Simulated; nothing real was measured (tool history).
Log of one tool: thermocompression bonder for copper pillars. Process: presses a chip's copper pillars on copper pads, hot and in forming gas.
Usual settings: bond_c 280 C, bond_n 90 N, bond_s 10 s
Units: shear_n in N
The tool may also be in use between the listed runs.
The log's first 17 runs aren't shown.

run	hour	bond_c	bond_n	bond_s	shear_n
18	261.3	291	90	10	66.6
19	276.5	291	90	10	66.9
20	288.5	291	90	10	66.9
21	298.5	280	90	20	73.8
22	318.5	280	109	28	80.1
23	328.3	280	109	28	80.7
24	343.4	280	94	10	65
25	356	280	94	10	65
26	370.3	280	94	10	64.7
27	381.2	280	94	10	64.4
28	399.7	280	94	10	65.1
29	418.6	274	94	8	59.3
30	431.2	295	91	22	77
31	449.5	283	91	11	65.3
32	465.8	259	91	9	54.4

Forecast run 33:
33	481.2	259	91	9	?

{"run 33": {"shear_n": 54.4}}
Without the tool's hidden state the same run would have given shear_n 54.3 N.
